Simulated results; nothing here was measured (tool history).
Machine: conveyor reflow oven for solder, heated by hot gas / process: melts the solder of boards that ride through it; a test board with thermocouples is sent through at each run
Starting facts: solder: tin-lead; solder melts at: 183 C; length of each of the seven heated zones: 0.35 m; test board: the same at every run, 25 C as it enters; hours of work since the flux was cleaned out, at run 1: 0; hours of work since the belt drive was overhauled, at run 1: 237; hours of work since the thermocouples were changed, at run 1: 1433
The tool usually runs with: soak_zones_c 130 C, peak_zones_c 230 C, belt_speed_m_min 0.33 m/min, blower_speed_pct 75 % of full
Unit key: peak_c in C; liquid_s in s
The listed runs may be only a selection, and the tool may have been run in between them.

run	day	soak_zones_c	peak_zones_c	belt_speed_m_min	blower_speed_pct	hours of work since the flux was cleaned out	hours of work since the belt drive was overhauled	hours of work since the thermocouples were changed	peak_c	liquid_s
1	0	130	230	0.33	75	0	237	1433	218.2	94
# day 1.571: thermocouples of zones 6 and 7 changed
2	2.229	130	230	0.33	75	36	272	11	216.3	92
3	4.092	130	230	0.33	75	67	303	42	215.9	91.4
4	5.471	130	230	0.33	75	89	326	65	215.9	90.6
5	7.308	130	230	0.33	75	120	357	95	215.6	91
6	9.4	130	219	0.33	75	155	392	130	205.9	76.6
7	11.921	130	225	0.33	75	197	433	172	210.9	84.7
8	13.312	130	230	0.374	75	220	457	195	211.1	73.1
9	15.504	130	230	0.319	75	256	493	231	216.2	94.6
10	18.512	130	230	0.319	75	306	543	281	215.4	93.8
# day 18.925: belt drive overhauled, speed set with a stopwatch
11	20.758	130	230	0.271	75	341	30	316	220.3	121.3
12	22.225	130	230	0.323	75	365	55	340	215.2	92.6
13	24.696	130	230	0.33	64	406	96	381	212.3	86
# day 26.283: belt drive overhauled, speed set with a stopwatch, once more
# day 27.879: flux residue cleaned out of gas plates and filters
14	28.088	130	230	0.33	64	3	26	431	215	88
15	30.575	130	230	0.33	75	45	68	473	216.7	91.6
16	32.217	130	230	0.33	79	72	95	500	216.8	92.5
17	34.783	135	230	0.33	75	115	138	543	217.4	95.3
18	36.754	135	230	0.33	75	147	170	575	216.6	93.8
19	39.2	130	236	0.344	75	188	211	616	220	91.5
20	41.754	130	236	0.344	75	231	254	658	219.7	91.1
21	44.633	130	236	0.321	89	278	301	706	223.3	102.9
22	47.012	130	242	0.33	75	318	341	746	225.6	102.5
23	48.946	142	242	0.33	66	350	373	778	226	109
24	50.171	144	226	0.348	66	370	393	798	210.9	85.5
25	52.558	127	240	0.33	75	410	433	838	222.6	97
26	53.788	130	221	0.336	75	430	453	858	205.9	74.3
# day 55.138: flux residue cleaned out of gas plates and filters
27	56.796	130	224	0.321	77	27	500	905	213.5	91.3
28	59.433	130	244	0.33	61	71	544	949	226.7	104
29	61.162	135	234	0.33	66	100	572	977	219.7	98.7
30	63.262	116	231	0.277	76	135	607	1012	220.9	112.2

How would selected steps in peak_c from run to run divide? Give the signed amount a tool lacking its hidden state would still show from settings, what came in and random variation, and the signed amount left for the hidden state, including any gauge scatter that is not in both of the compared results.
Unlogged tool condition in this case: heat that the gas passes to the board, % of a clean oven's; belt's true speed, % of the reading; true gas temperature in zones 6 and 7 over the reading, C; drift of the gauge itself on peak_c, C; drift of the gauge itself on liquid_s, %.
Run 1 -> 2: thermocouples of zones 6 and 7 changed. peak_c -1.9 C: hidden state -1.7, all else -0.2.
Run 13 -> 14: belt drive overhauled, speed set with a stopwatch, once more, flux residue cleaned out of gas plates and filters. peak_c +2.7 C: hidden state +2.8, all else -0.1.
Run 23 -> 24: soak_zones_c 142 -> 144, peak_zones_c 242 -> 226, belt_speed_m_min 0.33 -> 0.348. peak_c -15.1 C: hidden state +0.1, all else -15.2.
Run 25 -> 26: soak_zones_c 127 -> 130, peak_zones_c 240 -> 221, belt_speed_m_min 0.33 -> 0.336. peak_c -16.7 C: hidden state +0.2, all else -16.9.
Run 26 -> 27: peak_zones_c 221 -> 224, belt_speed_m_min 0.336 -> 0.321, blower_speed_pct 75 -> 77, flux residue cleaned out of gas plates and filters. peak_c +7.6 C: hidden state +2.9, all else +4.7.
Run 27 -> 28: peak_zones_c 224 -> 244, belt_speed_m_min 0.321 -> 0.33, blower_speed_pct 77 -> 61. peak_c +13.2 C: hidden state -0.2, all else +13.4.

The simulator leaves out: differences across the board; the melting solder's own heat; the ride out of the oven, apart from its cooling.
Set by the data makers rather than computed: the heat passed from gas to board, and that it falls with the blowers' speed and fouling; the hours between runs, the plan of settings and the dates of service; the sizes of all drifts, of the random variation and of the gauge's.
